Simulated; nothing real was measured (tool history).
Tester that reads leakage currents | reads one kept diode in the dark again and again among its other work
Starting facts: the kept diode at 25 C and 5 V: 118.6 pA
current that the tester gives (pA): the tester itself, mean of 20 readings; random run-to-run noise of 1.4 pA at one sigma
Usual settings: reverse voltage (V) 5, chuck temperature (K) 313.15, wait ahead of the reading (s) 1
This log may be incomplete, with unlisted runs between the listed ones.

run,hour,reverse voltage (V),chuck temperature (K),wait ahead of the reading (s),current that the tester gives (pA)
1,0,5,313.15,1,490.8
2,35.5,5,313.15,1,492.94
3,81.3,5,313.15,1,490.45
4,144.6,2.62,313.15,1,369.16
5,210,2.62,313.15,1,370.2
6,266,1.41,313.15,1,280.64
7,334.1,5,313.15,1,492.54
8,370,5,313.15,1,494.29
9,441.2,5,313.15,1,494.63
# hour 450.1: probe card cleaned and baked
10,499.5,5,313.15,1,504.96
11,542.9,5,317.15,1,699.54
12,606.3,5,313.15,0.4,505.01
13,662.6,5,313.15,0.4,507.07
14,705.6,5,313.15,1,506.49
15,743.8,5,313.15,1,506.68
# hour 774.6: chuck's temperature calibrated
16,804.7,5,313.15,1,478.31
# hour 828.6: probe card cleaned and baked, once more
17,865.7,5,313.15,1,453.92
18,921.7,5,313.15,1,455.76
19,975,1.06,311.15,1.18,195.56
20,1046.5,1.06,294.15,0.66,41.2
21,1093.1,1.27,294.15,2.97,44.35
22,1143.7,5.29,297.15,2.97,111.43
23,1206.2,7.16,313.15,1,536.96
24,1257.8,5,314.15,1.79,498.99
25,1326,5,314.15,1.79,501.79
26,1389.9,2.45,314.15,9.58,367.09
27,1454.5,2.45,314.15,9.58,367.78
28,1490.9,5,333.15,1,2303.14
29,1548.6,1.31,316.15,1,331.21
30,1621.2,4.87,293.15,1,77.69

3 options for the next run, each taken on its own from the tool as it stands now. Forecast them:
A,1668.8,7.07,295.15,1.42,?
B,1668.8,8.68,308.15,9.5,?
C,1668.8,3.29,293.15,1,?

run,current that the tester gives (pA)
A,110.59
B,386.29
C,64.52
Without the tool's unlogged condition, the same runs would have read:
run,current that the tester gives (pA)
A,103.71
B,379.47
C,61.41
